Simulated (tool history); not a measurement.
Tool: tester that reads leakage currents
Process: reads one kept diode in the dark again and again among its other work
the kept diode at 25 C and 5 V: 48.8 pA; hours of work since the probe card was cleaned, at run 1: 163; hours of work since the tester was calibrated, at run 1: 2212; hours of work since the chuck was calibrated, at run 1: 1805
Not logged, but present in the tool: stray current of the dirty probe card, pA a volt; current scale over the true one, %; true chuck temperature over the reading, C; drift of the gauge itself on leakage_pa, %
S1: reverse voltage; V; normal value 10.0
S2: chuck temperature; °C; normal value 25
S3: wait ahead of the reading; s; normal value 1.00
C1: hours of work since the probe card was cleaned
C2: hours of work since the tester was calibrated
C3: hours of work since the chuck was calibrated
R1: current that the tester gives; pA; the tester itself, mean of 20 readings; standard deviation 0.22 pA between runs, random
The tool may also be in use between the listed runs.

| run | hour | S1 | S2 | S3 | C1 | C2 | C3 | R1 |
|---|---|---|---|---|---|---|---|---|
| 1 | 0.0 | 10.0 | 25 | 1.00 | 163 | 2212 | 1805 | 64.20 |
| 2 | 176.1 | 10.0 | 25 | 1.00 | 243 | 2292 | 1885 | 63.98 |
| 3 | 260.7 | 10.0 | 25 | 1.00 | 282 | 2330 | 1923 | 64.09 |
|  | 304.4 | chuck's temperature calibrated |
| 4 | 398.3 | 10.0 | 25 | 1.00 | 344 | 2392 | 43 | 71.85 |
| 5 | 539.8 | 10.0 | 25 | 0.31 | 408 | 2457 | 107 | 76.60 |
| 6 | 651.0 | 10.0 | 25 | 1.61 | 459 | 2508 | 158 | 71.38 |
| 7 | 814.2 | 10.0 | 20 | 1.61 | 533 | 2582 | 232 | 45.29 |
| 8 | 942.7 | 10.0 | 25 | 1.00 | 592 | 2641 | 291 | 71.89 |
| 9 | 1022.7 | 10.0 | 25 | 1.00 | 629 | 2677 | 327 | 72.04 |
| 10 | 1168.8 | 10.0 | 25 | 1.00 | 695 | 2744 | 394 | 71.85 |
| 11 | 1326.5 | 10.0 | 25 | 1.00 | 767 | 2816 | 466 | 71.67 |
| 12 | 1458.3 | 10.0 | 25 | 0.64 | 827 | 2876 | 526 | 72.59 |
| 13 | 1625.3 | 1.1 | 25 | 1.00 | 903 | 2952 | 602 | 23.37 |
| 14 | 1774.3 | 1.1 | 25 | 1.00 | 971 | 3020 | 670 | 23.25 |
| 15 | 1858.4 | 10.0 | 25 | 1.00 | 1010 | 3058 | 708 | 70.99 |
| 16 | 2001.7 | 10.0 | 25 | 1.00 | 1075 | 3123 | 774 | 70.92 |
| 17 | 2109.0 | 10.0 | 25 | 1.00 | 1124 | 3172 | 823 | 70.97 |
| 18 | 2255.9 | 10.0 | 25 | 0.54 | 1191 | 3239 | 890 | 72.67 |
| 19 | 2356.3 | 10.0 | 25 | 0.54 | 1237 | 3285 | 935 | 72.61 |
| 20 | 2464.6 | 10.0 | 25 | 0.54 | 1286 | 3334 | 985 | 72.78 |
| 21 | 2583.7 | 10.0 | 25 | 0.54 | 1340 | 3389 | 1039 | 72.09 |
| 22 | 2720.0 | 10.0 | 25 | 0.54 | 1402 | 3451 | 1101 | 72.52 |
| 23 | 2817.9 | 1.9 | 25 | 2.17 | 1447 | 3495 | 1146 | 29.83 |
| 24 | 2897.9 | 10.0 | 30 | 0.82 | 1483 | 3532 | 1182 | 107.87 |
| 25 | 2999.0 | 5.8 | 33 | 3.05 | 1530 | 3578 | 1228 | 104.48 |
| 26 | 3094.2 | 10.0 | 24 | 3.30 | 1573 | 3621 | 1272 | 63.00 |
| 27 | 3254.8 | 10.0 | 24 | 3.30 | 1646 | 3695 | 1345 | 63.19 |
| 28 | 3394.2 | 3.1 | 21 | 3.45 | 1710 | 3758 | 1409 | 26.12 |
| 29 | 3562.9 | 8.7 | 33 | 3.68 | 1787 | 3835 | 1486 | 126.77 |
| 30 | 3643.3 | 8.1 | 32 | 1.71 | 1823 | 3872 | 1522 | 113.02 |
| 31 | 3786.6 | 10.0 | 28 | 3.66 | 1889 | 3937 | 1588 | 87.94 |
| 32 | 3924.4 | 10.0 | 28 | 3.66 | 1951 | 4000 | 1650 | 89.05 |
| 33 | 4010.8 | 10.0 | 28 | 3.66 | 1991 | 4039 | 1690 | 88.32 |
| 34 | 4091.4 | 4.1 | 28 | 1.66 | 2028 | 4076 | 1726 | 55.74 |
| 35 | 4255.2 | 4.1 | 38 | 0.41 | 2102 | 4151 | 1801 | 132.89 |
| 36 | 4422.5 | 1.8 | 53 | 0.41 | 2178 | 4227 | 1877 | 294.23 |
| 37 | 4538.0 | 2.4 | 42 | 1.56 | 2231 | 4280 | 1930 | 140.22 |
|  | 4570.0 | chuck's temperature calibrated |
| 38 | 4646.0 | 6.9 | 55 | 1.00 | 2279 | 4328 | 35 | 726.78 |
| 39 | 4776.5 | 10.0 | 23 | 4.51 | 2339 | 4387 | 94 | 63.65 |
| 40 | 4956.8 | 10.0 | 39 | 4.51 | 2421 | 4470 | 176 | 242.45 |
| 41 | 5133.8 | 5.3 | 39 | 4.51 | 2502 | 4550 | 257 | 176.63 |

Table of differences, measured result less the result of that run with no hidden state. Run-to-run variation is the same in both. Gauge scatter possibly is not:
| run | R1 |
|---|---|
| 1 | -6.33 |
| 2 | -6.39 |
| 3 | -6.46 |
| 4 | +1.65 |
| 5 | +1.59 |
| 6 | +1.46 |
| 7 | +1.36 |
| 8 | +1.27 |
| 9 | +1.22 |
| 10 | +1.13 |
| 11 | +1.01 |
| 12 | +0.94 |
| 13 | -0.28 |
| 14 | -0.36 |
| 15 | +0.72 |
| 16 | +0.62 |
| 17 | +0.55 |
| 18 | +0.48 |
| 19 | +0.43 |
| 20 | +0.36 |
| 21 | +0.28 |
| 22 | +0.19 |
| 23 | -0.97 |
| 24 | -1.96 |
| 25 | -3.73 |
| 26 | +0.27 |
| 27 | +0.16 |
| 28 | -0.54 |
| 29 | -5.19 |
| 30 | -4.61 |
| 31 | -2.13 |
| 32 | -2.32 |
| 33 | -2.41 |
| 34 | -2.89 |
| 35 | -9.62 |
| 36 | -24.22 |
| 37 | -12.11 |
| 38 | +11.79 |
| 39 | +6.46 |
| 40 | +6.80 |
| 41 | +3.01 |
